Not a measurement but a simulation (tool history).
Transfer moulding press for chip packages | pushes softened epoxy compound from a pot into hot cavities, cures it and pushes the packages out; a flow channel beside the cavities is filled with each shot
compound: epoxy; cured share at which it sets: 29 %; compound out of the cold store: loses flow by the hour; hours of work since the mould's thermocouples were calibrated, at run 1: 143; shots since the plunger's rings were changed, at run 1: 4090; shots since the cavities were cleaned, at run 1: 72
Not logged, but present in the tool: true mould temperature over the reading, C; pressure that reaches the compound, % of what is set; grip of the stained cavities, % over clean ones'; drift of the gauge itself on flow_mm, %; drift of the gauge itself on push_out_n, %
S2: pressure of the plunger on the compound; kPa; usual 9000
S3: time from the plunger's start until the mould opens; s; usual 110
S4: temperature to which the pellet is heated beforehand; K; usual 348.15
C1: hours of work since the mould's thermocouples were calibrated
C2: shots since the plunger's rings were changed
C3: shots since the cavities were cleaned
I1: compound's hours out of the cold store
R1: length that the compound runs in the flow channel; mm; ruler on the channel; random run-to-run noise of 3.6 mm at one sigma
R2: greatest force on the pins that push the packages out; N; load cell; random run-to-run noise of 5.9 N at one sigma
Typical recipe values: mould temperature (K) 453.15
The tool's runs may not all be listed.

run 1 hour=0 | mould_temperature_(K)=453.15 S2=9000 S3=110 S4=348.15 | C1=143 C2=4090 C3=72 | I1=23.7 | R1=951 R2=221
run 2 hour=13.6 | mould_temperature_(K)=453.15 S2=9000 S3=110 S4=348.15 | C1=151 C2=4209 C3=191 | I1=11.6 | R1=1022 R2=218
run 3 hour=25.1 | mould_temperature_(K)=453.15 S2=9000 S3=110 S4=348.15 | C1=157 C2=4310 C3=292 | I1=14.2 | R1=1005 R2=206
run 4 hour=37.9 | mould_temperature_(K)=459.15 S2=9000 S3=110 S4=348.15 | C1=165 C2=4423 C3=405 | I1=21.3 | R1=936 R2=187
run 5 hour=52.2 | mould_temperature_(K)=459.15 S2=9000 S3=129 S4=348.15 | C1=172 C2=4548 C3=530 | I1=35.6 | R1=864 R2=181
run 6 hour=68.1 | mould_temperature_(K)=459.15 S2=9000 S3=129 S4=348.15 | C1=181 C2=4687 C3=669 | I1=45.2 | R1=826 R2=189
run 7 hour=83.1 | mould_temperature_(K)=459.15 S2=9000 S3=129 S4=348.15 | C1=190 C2=4819 C3=801 | I1=37.1 | R1=863 R2=186
run 8 hour=90.6 | mould_temperature_(K)=453.15 S2=9000 S3=110 S4=348.15 | C1=194 C2=4885 C3=867 | I1=33.1 | R1=903 R2=221
run 9 hour=99.4 | mould_temperature_(K)=453.15 S2=9000 S3=110 S4=348.15 | C1=199 C2=4962 C3=944 | I1=20.3 | R1=970 R2=218
run 10 hour=114.9 | mould_temperature_(K)=453.15 S2=9000 S3=110 S4=348.15 | C1=207 C2=5099 C3=1081 | I1=46.6 | R1=840 R2=219
-- hour=121 plunger's sealing rings changed
-- hour=127.9 cavities cleaned with cleaning compound and waxed
run 11 hour=133.2 | mould_temperature_(K)=453.15 S2=9000 S3=110 S4=348.15 | C1=215 C2=94 C3=47 | I1=45.3 | R1=846 R2=217
run 12 hour=146.1 | mould_temperature_(K)=453.15 S2=9000 S3=110 S4=348.15 | C1=223 C2=207 C3=160 | I1=19 | R1=977 R2=206
run 13 hour=161.3 | mould_temperature_(K)=453.15 S2=9000 S3=110 S4=348.15 | C1=231 C2=340 C3=293 | I1=10 | R1=1028 R2=222
run 14 hour=168.9 | mould_temperature_(K)=453.15 S2=9000 S3=110 S4=348.15 | C1=235 C2=407 C3=360 | I1=27.3 | R1=934 R2=214
run 15 hour=185.4 | mould_temperature_(K)=453.15 S2=7200 S3=110 S4=346.15 | C1=244 C2=552 C3=505 | I1=25.9 | R1=836 R2=216
run 16 hour=197.9 | mould_temperature_(K)=448.15 S2=10030 S3=128 S4=347.15 | C1=251 C2=662 C3=615 | I1=43.8 | R1=923 R2=215
run 17 hour=206.1 | mould_temperature_(K)=459.15 S2=8190 S3=109 S4=339.15 | C1=256 C2=734 C3=687 | I1=40.3 | R1=810 R2=189
run 18 hour=214.7 | mould_temperature_(K)=446.15 S2=8190 S3=109 S4=346.15 | C1=261 C2=810 C3=763 | I1=24.2 | R1=939 R2=364
run 19 hour=227.5 | mould_temperature_(K)=453.15 S2=9000 S3=101 S4=345.15 | C1=268 C2=921 C3=874 | I1=46.2 | R1=840 R2=238
run 20 hour=243.3 | mould_temperature_(K)=453.15 S2=9000 S3=101 S4=345.15 | C1=277 C2=1060 C3=1013 | I1=28 | R1=932 R2=235
run 21 hour=256.8 | mould_temperature_(K)=453.15 S2=6970 S3=110 S4=354.15 | C1=284 C2=1179 C3=1132 | I1=39.4 | R1=762 R2=218
-- hour=261.3 cavities cleaned with cleaning compound and waxed
run 22 hour=271.8 | mould_temperature_(K)=453.15 S2=8700 S3=110 S4=354.15 | C1=292 C2=1297 C3=92 | I1=28.2 | R1=912 R2=220
run 23 hour=288.3 | mould_temperature_(K)=453.15 S2=10070 S3=110 S4=338.15 | C1=301 C2=1442 C3=237 | I1=35.3 | R1=946 R2=220
run 24 hour=302.4 | mould_temperature_(K)=457.15 S2=8620 S3=138 S4=356.15 | C1=309 C2=1566 C3=361 | I1=32.3 | R1=876 R2=188
run 25 hour=309.7 | mould_temperature_(K)=450.15 S2=8980 S3=120 S4=345.15 | C1=313 C2=1630 C3=425 | I1=11.1 | R1=1028 R2=243
run 26 hour=325 | mould_temperature_(K)=453.15 S2=10140 S3=110 S4=348.15 | C1=321 C2=1764 C3=559 | I1=8.3 | R1=1106 R2=232
run 27 hour=335.7 | mould_temperature_(K)=460.15 S2=9000 S3=110 S4=348.15 | C1=327 C2=1858 C3=653 | I1=26.3 | R1=912 R2=183
run 28 hour=352.4 | mould_temperature_(K)=455.15 S2=9000 S3=110 S4=348.15 | C1=337 C2=2005 C3=800 | I1=24.5 | R1=938 R2=205

What if the next run were any one of these 4? Each begins from the tool's condition after run 28:
run A hour=364.4 | mould_temperature_(K)=455.15 S2=9000 S3=110 S4=348.15 | C1=343 C2=2110 C3=905 | I1=18.4 | R1=? R2=?
run B hour=364.4 | mould_temperature_(K)=455.15 S2=9000 S3=121 S4=348.15 | C1=343 C2=2110 C3=905 | I1=27.3 | R1=? R2=?
run C hour=364.4 | mould_temperature_(K)=450.15 S2=10030 S3=110 S4=345.15 | C1=343 C2=2110 C3=905 | I1=34.4 | R1=? R2=?
run D hour=364.4 | mould_temperature_(K)=455.15 S2=7190 S3=110 S4=355.15 | C1=343 C2=2110 C3=905 | I1=13.5 | R1=? R2=?

run=A R1=965 R2=206
run=B R1=926 R2=193
run=C R1=964 R2=239
run=D R1=895 R2=215
Take away the tool's hidden state, keep each run's random variation, and the runs would have read:
run=A R1=966 R2=203
run=B R1=926 R2=190
run=C R1=965 R2=235
run=D R1=896 R2=212
